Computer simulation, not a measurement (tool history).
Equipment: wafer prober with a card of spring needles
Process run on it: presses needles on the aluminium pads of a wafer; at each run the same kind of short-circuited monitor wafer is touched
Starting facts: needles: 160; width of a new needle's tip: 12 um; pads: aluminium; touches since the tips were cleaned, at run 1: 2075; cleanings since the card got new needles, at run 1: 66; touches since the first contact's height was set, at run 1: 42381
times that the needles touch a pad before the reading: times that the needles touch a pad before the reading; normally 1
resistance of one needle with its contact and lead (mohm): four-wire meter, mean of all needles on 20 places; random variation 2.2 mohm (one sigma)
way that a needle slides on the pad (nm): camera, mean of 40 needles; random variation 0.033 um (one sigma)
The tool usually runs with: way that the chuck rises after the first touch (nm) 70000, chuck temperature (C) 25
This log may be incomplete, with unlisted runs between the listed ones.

| run | hour | way that the chuck rises after the first touch (nm) | chuck temperature (C) | times that the needles touch a pad before the reading | touches since the tips were cleaned | cleanings since the card got new needles | touches since the first contact's height was set | resistance of one needle with its contact and lead (mohm) | way that a needle slides on the pad (nm) |
|---|---|---|---|---|---|---|---|---|---|
| 1 | 0.0 | 70000 | 25 | 1 | 2075 | 66 | 42381 | 252 | 9580 |
|  | 3.4 | tips cleaned on abrasive film |
|  | 12.4 | tips cleaned on abrasive film |
|  | 21.5 | tips cleaned on abrasive film |
| 2 | 23.9 | 70000 | 25 | 1 | 896 | 69 | 51038 | 245 | 9550 |
|  | 31.2 | tips cleaned on abrasive film |
|  | 40.8 | tips cleaned on abrasive film |
|  | 49.6 | tips cleaned on abrasive film |
| 3 | 49.9 | 70000 | 42 | 1 | 129 | 72 | 60462 | 248 | 9660 |
|  | 58.6 | tips cleaned on abrasive film |
|  | 67.9 | tips cleaned on abrasive film |
| 4 | 68.1 | 70000 | 42 | 1 | 85 | 74 | 67061 | 248 | 9560 |
|  | 77.4 | tips cleaned on abrasive film |
|  | 86.6 | tips cleaned on abrasive film |
| 5 | 93.7 | 70000 | 25 | 1 | 2594 | 76 | 76356 | 251 | 9540 |
|  | 95.9 | tips cleaned on abrasive film |
|  | 105.7 | tips cleaned on abrasive film |
|  | 114.6 | tips cleaned on abrasive film |
| 6 | 115.0 | 70000 | 34 | 1 | 173 | 79 | 84085 | 249 | 9490 |
|  | 124.7 | tips cleaned on abrasive film |
|  | 134.1 | tips cleaned on abrasive film |
| 7 | 135.3 | 70000 | 28 | 1 | 439 | 81 | 91441 | 248 | 9510 |
|  | 144.4 | tips cleaned on abrasive film |
| 8 | 148.9 | 70000 | 62 | 1 | 1648 | 82 | 96399 | 260 | 9480 |
|  | 154.2 | tips cleaned on abrasive film |
|  | 163.2 | tips cleaned on abrasive film |
| 9 | 165.4 | 70000 | 62 | 1 | 800 | 84 | 102356 | 256 | 9460 |
|  | 172.0 | tips cleaned on abrasive film |
|  | 174.4 | height of the first contact set anew |
| 10 | 180.3 | 70000 | 62 | 1 | 2911 | 85 | 2145 | 268 | 9690 |
|  | 181.7 | tips cleaned on abrasive film |
|  | 191.7 | tips cleaned on abrasive film |
|  | 200.5 | tips cleaned on abrasive film |
| 11 | 201.5 | 68000 | 25 | 3 | 370 | 88 | 9829 | 243 | 9410 |
|  | 210.2 | tips cleaned on abrasive film |
| 12 | 217.1 | 70000 | 60 | 2 | 2508 | 89 | 15493 | 257 | 9660 |
|  | 219.3 | tips cleaned on abrasive film |
|  | 229.4 | tips cleaned on abrasive film |
| 13 | 230.0 | 62000 | 33 | 1 | 203 | 91 | 20158 | 249 | 8600 |
|  | 239.0 | tips cleaned on abrasive film |
|  | 249.4 | tips cleaned on abrasive film |
| 14 | 254.7 | 51000 | 59 | 1 | 1929 | 93 | 29138 | 273 | 7020 |
|  | 258.6 | tips cleaned on abrasive film |
|  | 267.4 | tips cleaned on abrasive film |
|  | 276.2 | tips cleaned on abrasive film |
| 15 | 276.6 | 58000 | 91 | 1 | 159 | 96 | 37071 | 271 | 7940 |
|  | 285.6 | tips cleaned on abrasive film |
|  | 294.4 | tips cleaned on abrasive film |
| 16 | 295.6 | 58000 | 36 | 2 | 441 | 98 | 43970 | 249 | 7940 |
|  | 304.4 | tips cleaned on abrasive film |
| 17 | 312.0 | 66000 | 48 | 2 | 2782 | 99 | 49945 | 258 | 9050 |
|  | 313.6 | tips cleaned on abrasive film |
|  | 324.1 | tips cleaned on abrasive film |
|  | 333.3 | tips cleaned on abrasive film |
| 18 | 336.0 | 66000 | 70 | 2 | 1001 | 102 | 58624 | 261 | 9070 |
|  | 343.7 | tips cleaned on abrasive film |
|  | 354.2 | tips cleaned on abrasive film |
| 19 | 359.5 | 54000 | 25 | 1 | 1955 | 104 | 67174 | 261 | 7340 |

Branching from run 19: 3 alternative next runs. What would each branch give?
|  | 364.3 | tips cleaned on abrasive film |
|  | 374.9 | tips cleaned on abrasive film |
| A | 381.7 | 70000 | 25 | 2 | 2494 | 106 | 75240 | ? | ? |
|  | 364.3 | tips cleaned on abrasive film |
|  | 374.9 | tips cleaned on abrasive film |
| B | 381.7 | 59000 | 25 | 1 | 2494 | 106 | 75240 | ? | ? |
|  | 364.3 | tips cleaned on abrasive film |
|  | 374.9 | tips cleaned on abrasive film |
| C | 381.7 | 55000 | 85 | 2 | 2494 | 106 | 75240 | ? | ? |

| run | resistance of one needle with its contact and lead (mohm) | way that a needle slides on the pad (nm) |
|---|---|---|
| A | 255 | 9530 |
| B | 260 | 7990 |
| C | 273 | 7480 |
With the hidden condition removed and each run's random variation left untouched, the same runs would have given:
| run | resistance of one needle with its contact and lead (mohm) | way that a needle slides on the pad (nm) |
|---|---|---|
| A | 246 | 9700 |
| B | 243 | 8170 |
| C | 261 | 7650 |
